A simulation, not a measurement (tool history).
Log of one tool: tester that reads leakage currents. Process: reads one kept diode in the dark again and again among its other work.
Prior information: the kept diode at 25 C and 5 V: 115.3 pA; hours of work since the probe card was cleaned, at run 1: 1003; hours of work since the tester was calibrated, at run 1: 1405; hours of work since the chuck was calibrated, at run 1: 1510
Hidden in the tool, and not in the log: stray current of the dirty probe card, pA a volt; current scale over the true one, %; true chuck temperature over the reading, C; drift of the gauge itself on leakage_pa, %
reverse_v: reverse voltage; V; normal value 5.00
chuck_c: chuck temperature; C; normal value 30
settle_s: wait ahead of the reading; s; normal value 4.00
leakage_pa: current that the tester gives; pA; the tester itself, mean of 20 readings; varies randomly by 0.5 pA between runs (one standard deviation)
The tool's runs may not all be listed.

run,hour,reverse_v,chuck_c,settle_s,hours of work since the probe card was cleaned,hours of work since the tester was calibrated,hours of work since the chuck was calibrated,leakage_pa
1,0.0,5.00,30,4.00,1003,1405,1510,187.26
2,84.6,5.00,30,4.00,1069,1471,1576,188.12
3,153.5,5.00,30,4.00,1123,1525,1630,188.60
# hour 171.3: probe card cleaned and baked
4,230.0,5.00,30,4.00,46,1582,1687,186.00
5,295.1,5.00,30,4.00,97,1633,1738,187.73
6,389.1,5.00,30,4.00,170,1707,1812,187.52
7,481.6,5.00,30,4.00,243,1779,1884,190.10
8,576.5,5.00,30,4.00,317,1853,1958,189.76
9,665.4,5.00,30,4.00,386,1923,2028,190.00
# hour 675.5: chuck's temperature calibrated
10,744.9,5.00,30,4.00,447,1983,54,167.94
11,799.2,5.00,30,0.35,489,2026,97,170.12
12,844.7,5.00,30,0.35,525,2062,132,170.34
13,942.4,5.00,30,1.09,601,2138,209,169.47
14,993.7,5.00,30,1.09,642,2178,249,170.87
15,1090.6,2.17,34,0.55,717,2254,325,170.80
16,1149.9,2.17,34,0.55,764,2300,371,171.65
17,1209.0,5.00,21,4.00,810,2346,417,89.29
18,1268.6,5.00,21,4.00,857,2393,464,89.72
19,1357.0,5.00,20,1.30,926,2462,533,83.29
20,1397.5,18.43,47,6.73,957,2494,565,874.95
21,1481.9,18.43,39,6.73,1023,2560,631,519.32
22,1535.2,1.45,39,0.96,1065,2602,672,215.29
23,1607.1,5.00,36,4.00,1121,2658,729,269.90

Difference, measured minus no-hidden-state, one row per run. Run-to-run variation is common to both terms; the gauge's own scatter need not be:
run,leakage_pa
1,+19.92
2,+20.80
3,+21.52
4,+19.32
5,+20.08
6,+20.94
7,+22.12
8,+23.01
9,+23.94
10,+0.48
11,+0.99
12,+1.41
13,+2.32
14,+2.79
15,+2.62
16,+3.13
17,+3.79
18,+4.16
19,+4.56
20,+29.09
21,+24.23
22,+6.93
23,+11.68
